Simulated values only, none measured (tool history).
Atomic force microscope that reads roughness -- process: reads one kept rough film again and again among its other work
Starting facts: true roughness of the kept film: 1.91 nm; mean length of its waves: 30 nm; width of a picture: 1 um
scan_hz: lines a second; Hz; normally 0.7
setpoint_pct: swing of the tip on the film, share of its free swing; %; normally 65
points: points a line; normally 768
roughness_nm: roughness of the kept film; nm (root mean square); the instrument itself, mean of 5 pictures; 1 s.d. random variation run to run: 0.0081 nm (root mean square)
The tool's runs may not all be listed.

| run | hour | scan_hz | setpoint_pct | points | roughness_nm |
|---|---|---|---|---|---|
| 1 | 0 | 0.7 | 65 | 768 | 1.69 |
| 2 | 25 | 0.7 | 65 | 709 | 1.679 |
| 3 | 57 | 0.7 | 65 | 308 | 1.64 |
|  | 76.3 | new tip fitted |
| 4 | 90.7 | 0.7 | 68 | 768 | 1.742 |
| 5 | 123.9 | 0.7 | 65 | 315 | 1.711 |
| 6 | 152.6 | 0.7 | 65 | 768 | 1.702 |
| 7 | 187.2 | 0.7 | 65 | 768 | 1.683 |
|  | 191.4 | height scale calibrated on a step standard |
| 8 | 203.1 | 0.7 | 65 | 768 | 1.682 |
| 9 | 219.2 | 0.7 | 65 | 768 | 1.674 |
| 10 | 240.3 | 0.7 | 65 | 922 | 1.668 |
| 11 | 261.6 | 3.289 | 65 | 922 | 1.543 |
|  | 277 | height scale calibrated on a step standard, once more |
| 12 | 288.4 | 0.986 | 65 | 311 | 1.586 |
|  | 297.1 | new tip fitted |
| 13 | 306 | 0.957 | 65 | 768 | 1.729 |
| 14 | 321.9 | 0.935 | 63 | 768 | 1.754 |
| 15 | 344.4 | 0.935 | 63 | 768 | 1.735 |
| 16 | 366.5 | 0.935 | 63 | 768 | 1.696 |

Run 17, settings as shown, results not yet in. Your forecast:
| 17 | 393 | 0.935 | 63 | 768 | ? |

roughness_nm: 1.683 nm (root mean square)
With no hidden state in the tool, this same run would have given roughness_nm 1.753 nm (root mean square).
